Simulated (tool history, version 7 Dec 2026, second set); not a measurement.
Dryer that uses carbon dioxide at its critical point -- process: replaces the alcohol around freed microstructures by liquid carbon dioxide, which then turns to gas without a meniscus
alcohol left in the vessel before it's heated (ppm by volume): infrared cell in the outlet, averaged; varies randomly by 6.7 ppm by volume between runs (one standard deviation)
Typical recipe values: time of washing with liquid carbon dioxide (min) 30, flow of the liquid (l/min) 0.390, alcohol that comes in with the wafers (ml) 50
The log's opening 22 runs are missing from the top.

| run | hour | time of washing with liquid carbon dioxide (min) | flow of the liquid (l/min) | alcohol that comes in with the wafers (ml) | hours of work since the filter was changed | hours of work since the purifier's bed was changed | alcohol left in the vessel before it's heated (ppm by volume) |
|---|---|---|---|---|---|---|---|
| 23 | 518.6 | 43 | 0.390 | 50 | 69 | 506 | 139 |
| 24 | 535.8 | 43 | 0.390 | 50 | 78 | 515 | 146 |
| 25 | 551.1 | 34 | 0.259 | 59 | 87 | 524 | 1226 |
| 26 | 574.2 | 34 | 0.650 | 50 | 99 | 536 | 109 |
| 27 | 598.1 | 27 | 0.390 | 37 | 112 | 549 | 506 |
| 28 | 624.3 | 27 | 0.390 | 37 | 127 | 563 | 528 |
| 29 | 640.7 | 27 | 0.390 | 37 | 136 | 572 | 540 |
| 30 | 663.8 | 27 | 0.390 | 37 | 148 | 585 | 544 |
| 31 | 680.8 | 27 | 0.390 | 37 | 157 | 594 | 563 |
| 32 | 693.7 | 27 | 0.390 | 37 | 164 | 601 | 555 |
| 33 | 720.3 | 35 | 0.368 | 25 | 179 | 616 | 257 |
| 34 | 744.5 | 35 | 0.368 | 98 | 192 | 629 | 653 |
| 35 | 758.1 | 18 | 0.390 | 80 | 199 | 636 | 3595 |
| 36 | 789.8 | 39 | 0.390 | 115 | 217 | 653 | 430 |
| 37 | 813.9 | 36 | 0.390 | 78 | 230 | 667 | 442 |
| 38 | 833.8 | 36 | 0.390 | 78 | 241 | 677 | 463 |
| 39 | 863.9 | 36 | 0.529 | 73 | 257 | 694 | 177 |
| 40 | 883.5 | 21 | 0.307 | 73 | 268 | 704 | 4308 |
| 41 | 906.0 | 34 | 0.520 | 41 | 280 | 717 | 187 |
|  | 910.0 | inlet filter changed |
| 42 | 929.9 | 34 | 0.520 | 41 | 11 | 729 | 151 |
| 43 | 943.6 | 34 | 0.520 | 41 | 18 | 737 | 164 |
| 44 | 959.5 | 34 | 0.520 | 41 | 27 | 745 | 172 |
| 45 | 973.6 | 34 | 0.520 | 41 | 35 | 753 | 161 |
| 46 | 1001.9 | 34 | 0.520 | 41 | 50 | 768 | 158 |
| 47 | 1030.0 | 29 | 0.273 | 42 | 65 | 784 | 1257 |

What if the next run were any one of these 4? Each begins from the tool's condition after run 47:
| A | 1059.3 | 21 | 0.273 | 42 | 81 | 800 | ? |
| B | 1059.3 | 44 | 0.357 | 23 | 81 | 800 | ? |
| C | 1059.3 | 29 | 0.325 | 42 | 81 | 800 | ? |
| D | 1059.3 | 36 | 0.273 | 108 | 81 | 800 | ? |

| run | alcohol left in the vessel before it's heated (ppm by volume) |
|---|---|
| A | 2640 |
| B | 176 |
| C | 818 |
| D | 1554 |
The same runs, with their run-to-run variation unchanged, on a tool lacking any hidden condition would have given:
| run | alcohol left in the vessel before it's heated (ppm by volume) |
|---|---|
| A | 2294 |
| B | 29 |
| C | 591 |
| D | 1221 |

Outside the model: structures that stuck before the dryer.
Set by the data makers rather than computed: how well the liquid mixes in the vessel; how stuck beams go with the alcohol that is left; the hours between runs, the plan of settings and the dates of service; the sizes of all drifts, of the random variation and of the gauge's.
